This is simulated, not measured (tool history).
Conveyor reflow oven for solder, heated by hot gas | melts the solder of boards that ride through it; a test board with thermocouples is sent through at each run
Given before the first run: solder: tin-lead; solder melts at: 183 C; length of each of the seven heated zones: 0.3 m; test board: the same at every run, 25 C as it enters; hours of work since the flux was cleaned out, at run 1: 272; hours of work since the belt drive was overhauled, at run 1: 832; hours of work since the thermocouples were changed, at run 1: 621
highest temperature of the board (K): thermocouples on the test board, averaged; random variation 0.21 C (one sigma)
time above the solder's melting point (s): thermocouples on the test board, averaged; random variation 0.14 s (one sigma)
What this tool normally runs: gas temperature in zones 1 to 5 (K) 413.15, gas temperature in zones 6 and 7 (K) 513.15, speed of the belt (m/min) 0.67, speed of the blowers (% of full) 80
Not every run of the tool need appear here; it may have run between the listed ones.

run,hour,gas temperature in zones 1 to 5 (K),gas temperature in zones 6 and 7 (K),speed of the belt (m/min),speed of the blowers (% of full),hours of work since the flux was cleaned out,hours of work since the belt drive was overhauled,hours of work since the thermocouples were changed,highest temperature of the board (K),time above the solder's melting point (s)
1,0,413.15,513.15,0.67,80,272,832,621,499.55,45.4
2,30.6,413.15,513.15,0.67,80,289,849,638,500.15,45.4
3,44.9,413.15,513.15,0.67,80,297,857,646,499.85,45.4
4,79.8,413.15,513.15,0.67,80,317,877,666,499.75,45.4
5,104.6,413.15,513.15,0.67,80,331,891,680,499.85,45.2
6,126.9,413.15,513.15,0.67,68,344,904,693,496.65,43.9
7,153,413.15,517.15,0.67,68,359,918,707,499.65,45.1
8,177.3,413.15,517.15,0.67,60,372,932,721,496.75,43.6
9,193.4,413.15,517.15,0.601,60,381,941,730,500.55,50.9
10,224.6,413.15,517.15,0.601,60,399,959,748,500.15,50.6
11,258.1,413.15,513.15,0.67,80,418,978,767,499.45,45.4
# hour 269.7: flux residue cleaned out of gas plates and filters
12,279,413.15,513.15,0.67,80,5,987,776,499.65,45.5
13,312.8,413.15,513.15,0.67,51,24,1006,795,489.25,39.1
14,343.2,413.15,513.15,0.67,51,42,1023,812,489.25,39.1
15,363.2,413.15,513.15,0.67,78,53,1035,824,499.05,45.3
16,393.9,413.15,513.15,0.67,78,70,1052,841,499.05,45.4
17,409.2,413.15,513.15,0.67,78,79,1061,850,498.95,45.1
18,436.2,413.15,513.15,0.67,78,94,1076,865,499.45,45
19,459,413.15,509.15,0.736,82,107,1089,878,494.05,38.7
20,490.6,412.15,510.15,0.736,82,125,1107,896,494.75,39.1
# hour 509.5: belt drive overhauled, speed set with a stopwatch
21,514.3,413.15,528.15,0.67,80,136,3,907,513.15,50.2
22,544.9,402.15,518.15,0.67,80,154,20,924,502.45,43.9
23,576.6,413.15,504.15,0.67,55,172,38,942,483.35,35.8
24,594,423.15,513.15,0.67,52,181,48,952,491.95,43.6
25,614.6,423.15,513.15,0.67,52,193,60,964,491.75,43.8
26,643.7,413.15,509.15,0.627,80,210,76,980,497.95,47.8
27,670.4,413.15,523.15,0.594,80,225,91,995,512.05,56.1
28,700.8,413.15,513.15,0.603,70,242,108,1013,499.95,50.6
29,717.9,409.15,502.15,0.603,70,252,118,1022,490.05,44.2
30,732.1,413.15,510.15,0.718,80,260,126,1030,495.05,40.4
31,752.7,413.15,512.15,0.799,80,271,138,1042,493.75,35.2

Forecast each of these 3 alternatives for the next run:
A,771,413.15,523.15,0.67,73,282,148,1052,?,?
B,771,413.15,513.15,0.592,54,282,148,1052,?,?
C,771,415.15,506.15,0.799,55,282,148,1052,?,?

run,highest temperature of the board (K),time above the solder's melting point (s)
A,506.85,47.7
B,494.95,48.8
C,479.15,26.3
What these runs would have given with no unlogged condition in the tool:
run,highest temperature of the board (K),time above the solder's melting point (s)
A,506.85,47.8
B,494.95,48.8
C,479.15,26.3
